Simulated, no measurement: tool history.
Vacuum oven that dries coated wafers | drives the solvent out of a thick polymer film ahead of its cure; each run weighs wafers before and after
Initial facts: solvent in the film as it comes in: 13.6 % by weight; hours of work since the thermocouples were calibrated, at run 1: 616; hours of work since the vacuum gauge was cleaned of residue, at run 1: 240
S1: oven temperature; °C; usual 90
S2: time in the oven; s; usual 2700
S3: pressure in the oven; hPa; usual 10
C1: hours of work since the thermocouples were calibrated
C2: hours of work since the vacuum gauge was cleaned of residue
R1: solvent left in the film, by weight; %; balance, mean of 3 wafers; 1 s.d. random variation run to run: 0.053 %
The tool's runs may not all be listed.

| run | hour | S1 | S2 | S3 | C1 | C2 | R1 |
|---|---|---|---|---|---|---|---|
| 1 | 0 | 90 | 2700 | 10 | 616 | 240 | 3.21 |
| 2 | 6.7 | 90 | 2700 | 10 | 620 | 244 | 3.32 |
| 3 | 12.7 | 90 | 2700 | 10 | 624 | 248 | 3.36 |
| 4 | 20.9 | 90 | 2820 | 10 | 629 | 253 | 3.09 |
| 5 | 30.1 | 90 | 2700 | 10 | 635 | 259 | 3.25 |
| 6 | 37.8 | 90 | 2700 | 10 | 640 | 264 | 3.3 |
| 7 | 43.8 | 84 | 2700 | 10 | 644 | 268 | 5 |
| 8 | 55.7 | 84 | 2700 | 10 | 651 | 275 | 4.98 |
| 9 | 63.1 | 84 | 2700 | 10 | 656 | 280 | 5.06 |
| 10 | 74.9 | 90 | 2700 | 10 | 664 | 288 | 3.29 |
| 11 | 85.8 | 90 | 2700 | 10 | 671 | 295 | 3.28 |
| 12 | 96.4 | 86 | 2700 | 10 | 678 | 302 | 4.4 |
| 13 | 102.9 | 86 | 2700 | 10 | 682 | 306 | 4.55 |
| 14 | 108.8 | 90 | 2700 | 6 | 686 | 310 | 3.17 |
| 15 | 114.5 | 90 | 2700 | 6 | 689 | 313 | 3.15 |
| 16 | 123.4 | 104 | 2700 | 10 | 695 | 319 | 0.6 |
| 17 | 130 | 90 | 2700 | 10 | 699 | 323 | 3.38 |
| 18 | 137.5 | 90 | 2700 | 10 | 704 | 328 | 3.22 |
| 19 | 147.8 | 76 | 2700 | 10 | 711 | 335 | 7.31 |
| 20 | 155.4 | 76 | 2700 | 10 | 716 | 340 | 7.41 |
| 21 | 161 | 76 | 2700 | 12.2 | 719 | 343 | 7.44 |
| 22 | 170.4 | 76 | 2700 | 12.2 | 725 | 349 | 7.28 |
| 23 | 176.8 | 76 | 2700 | 12.2 | 729 | 353 | 7.26 |
| 24 | 186.2 | 104 | 2940 | 15.9 | 735 | 359 | 0.66 |
| 25 | 195.3 | 84 | 2460 | 24.7 | 741 | 365 | 5.83 |
| 26 | 202.8 | 84 | 2460 | 24.7 | 746 | 370 | 6.06 |
|  | 205.4 | oven's thermocouples calibrated |
| 27 | 211.9 | 84 | 1500 | 24.7 | 4 | 375 | 7.66 |
| 28 | 220 | 84 | 1500 | 24.7 | 9 | 380 | 7.49 |
| 29 | 229.2 | 90 | 2700 | 10 | 15 | 386 | 3.33 |
| 30 | 241.2 | 87 | 2460 | 22.8 | 23 | 393 | 5.04 |
| 31 | 248.2 | 90 | 2700 | 16.4 | 28 | 398 | 3.6 |
| 32 | 258.6 | 83 | 2700 | 10 | 34 | 405 | 5.44 |
|  | 261.5 | oven's thermocouples calibrated, once more |
| 33 | 271.9 | 93 | 1500 | 7.3 | 7 | 412 | 4.68 |
| 34 | 278.1 | 87 | 4260 | 16.7 | 11 | 416 | 2.74 |
| 35 | 284 | 89 | 2700 | 8.4 | 15 | 420 | 3.48 |
| 36 | 289.6 | 89 | 2700 | 24 | 18 | 423 | 4.12 |
| 37 | 295.5 | 89 | 2700 | 24 | 22 | 427 | 4.09 |
| 38 | 305.9 | 88 | 2700 | 10 | 29 | 434 | 3.91 |
| 39 | 315.7 | 88 | 2700 | 10 | 35 | 440 | 3.97 |
| 40 | 325.4 | 88 | 2700 | 10 | 41 | 446 | 3.94 |
| 41 | 331.6 | 88 | 2700 | 10 | 45 | 450 | 3.83 |
| 42 | 338.7 | 99 | 1380 | 10 | 50 | 455 | 3.39 |
| 43 | 350.4 | 99 | 1380 | 10 | 57 | 462 | 3.4 |
| 44 | 355.5 | 104 | 1380 | 20 | 61 | 466 | 2.4 |
| 45 | 363.1 | 96 | 1920 | 10 | 65 | 471 | 3 |
| 46 | 374.1 | 90 | 3900 | 10 | 72 | 478 | 2.04 |

What differs in the tool's unlogged condition from the final listed run ahead of each entry between runs to the first listed run following it?
Logged between run 26 and run 27: oven's thermocouples calibrated (hour 205.4)
  true wafer temperature over the reading, C: -0.4 -> -0.57; true pressure over the reading, kPa: 0.137 -> 0.139
  measured result minus the result with no hidden state, R1: +0.17 -> +0.18 %
Logged between run 32 and run 33: oven's thermocouples calibrated, once more (hour 261.5)
  true wafer temperature over the reading, C: -0.59 -> -0.38; true pressure over the reading, kPa: 0.15 -> 0.152
  measured result minus the result with no hidden state, R1: +0.23 -> +0.15 %
